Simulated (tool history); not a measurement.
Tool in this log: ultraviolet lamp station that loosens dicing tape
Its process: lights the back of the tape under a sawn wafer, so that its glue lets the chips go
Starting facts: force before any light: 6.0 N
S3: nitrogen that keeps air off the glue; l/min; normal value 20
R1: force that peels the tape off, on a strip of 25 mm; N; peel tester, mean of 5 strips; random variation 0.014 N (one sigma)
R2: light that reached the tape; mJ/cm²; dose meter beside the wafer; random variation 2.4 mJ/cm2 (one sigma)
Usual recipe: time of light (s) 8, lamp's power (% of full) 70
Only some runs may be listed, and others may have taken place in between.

Run 1, hour 0: usual settings. Result: R1 0.908 N, R2 207 mJ/cm².
Run 2, hour 27.2: usual settings but lamp's power (% of full) 95. Result: R1 0.554 N, R2 276 mJ/cm².
Run 3, hour 63.4: usual settings. Result: R1 0.974 N, R2 200 mJ/cm².
Run 4, hour 93.5: usual settings. Result: R1 0.96 N, R2 197 mJ/cm².
Run 5, hour 126.4: usual settings but time of light (s) 6. Result: R1 1.526 N, R2 147 mJ/cm².
At hour 152.5: window cleaned of glue's vapour.
Run 6, hour 153.4: usual settings but time of light (s) 6. Result: R1 1.448 N, R2 156 mJ/cm².
Run 7, hour 176.9: usual settings but time of light (s) 6. Result: R1 1.431 N, R2 147 mJ/cm².
Run 8, hour 203.7: usual settings but time of light (s) 6, lamp's power (% of full) 77. Result: R1 1.294 N, R2 163 mJ/cm².
Run 9, hour 231.2: usual settings but time of light (s) 6, lamp's power (% of full) 78. Result: R1 1.344 N, R2 165 mJ/cm².
Run 10, hour 250.2: usual settings but time of light (s) 6, lamp's power (% of full) 78. Result: R1 1.324 N, R2 164 mJ/cm².
Run 11, hour 268.3: usual settings but time of light (s) 6, lamp's power (% of full) 65. Result: R1 1.725 N, R2 140 mJ/cm².
Run 12, hour 300.6: usual settings but time of light (s) 6, lamp's power (% of full) 65. Result: R1 1.715 N, R2 133 mJ/cm².
Run 13, hour 333.8: usual settings but time of light (s) 6, lamp's power (% of full) 65. Result: R1 1.776 N, R2 126 mJ/cm².
Run 14, hour 362.2: usual settings. Result: R1 1.123 N, R2 185 mJ/cm².
Run 15, hour 385.9: usual settings but S3 11 l/min. Result: R1 1.451 N, R2 178 mJ/cm².
Run 16, hour 407.2: usual settings but time of light (s) 15, lamp's power (% of full) 64, S3 16 l/min. Result: R1 0.492 N, R2 306 mJ/cm².
Run 17, hour 428.1: usual settings but lamp's power (% of full) 87, S3 18 l/min. Result: R1 0.853 N, R2 218 mJ/cm².
Run 18, hour 450.5: usual settings but time of light (s) 12, lamp's power (% of full) 69. Result: R1 0.643 N, R2 256 mJ/cm².
Run 19, hour 482.7: usual settings but time of light (s) 12, lamp's power (% of full) 69. Result: R1 0.623 N, R2 253 mJ/cm².
Run 20, hour 497.6: usual settings but lamp's power (% of full) 67. Result: R1 1.325 N, R2 161 mJ/cm².
Run 21, hour 519: usual settings but time of light (s) 14, lamp's power (% of full) 87, S3 8 l/min. Result: R1 0.564 N, R2 363 mJ/cm².
Run 22, hour 554.5: usual settings but lamp's power (% of full) 93, S3 39 l/min. Result: R1 0.654 N, R2 214 mJ/cm².
Run 23, hour 579.9: usual settings but lamp's power (% of full) 93, S3 39 l/min. Result: R1 0.696 N, R2 217 mJ/cm².
Run 24, hour 596.9: usual settings but time of light (s) 5, lamp's power (% of full) 71. Result: R1 2.271 N, R2 104 mJ/cm².
Run 25, hour 619.4: usual settings but time of light (s) 5, lamp's power (% of full) 71. Result: R1 2.318 N, R2 100 mJ/cm².
Run 26, hour 635.8: usual settings but time of light (s) 5, lamp's power (% of full) 71. Result: R1 2.388 N, R2 96 mJ/cm².
Run 27, hour 668.1: usual settings but time of light (s) 15, lamp's power (% of full) 100, S3 28 l/min. Result: R1 0.246 N, R2 407 mJ/cm².

What if the next run were any one of these 3? Each begins from the tool's condition after run 27:
Run A, hour 687.6: usual settings but time of light (s) 9, lamp's power (% of full) 88, S3 25 l/min. Result: R1 ?, R2 ?.
Run B, hour 687.6: usual settings but lamp's power (% of full) 61. Result: R1 ?, R2 ?.
Run C, hour 687.6: usual settings but time of light (s) 6, S3 13 l/min. Result: R1 ?, R2 ?.

run     R1   R2
  A  0.811  215
  B  1.795  134
  C   2.39  114
Take away the tool's hidden state, keep each run's random variation, and the runs would have read:
run     R1   R2
  A  0.327  359
  B  0.854  224
  C  1.304  191

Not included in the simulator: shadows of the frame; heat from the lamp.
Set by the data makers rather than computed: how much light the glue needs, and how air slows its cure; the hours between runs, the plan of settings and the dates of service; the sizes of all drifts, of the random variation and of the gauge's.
